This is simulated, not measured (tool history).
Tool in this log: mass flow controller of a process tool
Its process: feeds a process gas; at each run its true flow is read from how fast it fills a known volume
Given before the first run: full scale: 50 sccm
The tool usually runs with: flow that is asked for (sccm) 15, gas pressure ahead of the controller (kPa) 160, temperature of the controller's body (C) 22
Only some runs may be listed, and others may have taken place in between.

run,hour,flow that is asked for (sccm),gas pressure ahead of the controller (kPa),temperature of the controller's body (C),true flow (%)
1,0.0,15,160,22,98.74
2,443.1,15,160,22,99.01
3,868.0,15,160,22,99.04
4,1234.4,8,160,22,98.70
5,1612.0,8,160,22,98.68
6,1912.7,8,160,22,98.65
7,2312.3,15,160,32,99.41
8,2553.0,15,160,22,99.16
9,2853.8,15,160,22,99.10
10,3197.3,15,160,22,99.24
11,3493.4,15,160,22,99.20
12,3743.4,18,160,22,99.35
13,4070.8,18,153,22,99.39
# hour 4180.0: controller's zero set anew
14,4283.5,15,152,22,99.33
15,4603.6,15,152,22,99.33
16,4880.3,7,160,22,99.12
17,5131.4,7,160,37,99.69
18,5595.1,7,160,37,99.83
19,5961.6,7,160,37,99.80

Run 20, settings as shown, results not yet in. Your forecast:
20,6358.1,7,160,37,?

{"run 20": {"true flow (%)": 99.83}}
Take away the tool's hidden state, keep the run-to-run variation as it was, and the same run would have given true flow (%) 99.10.
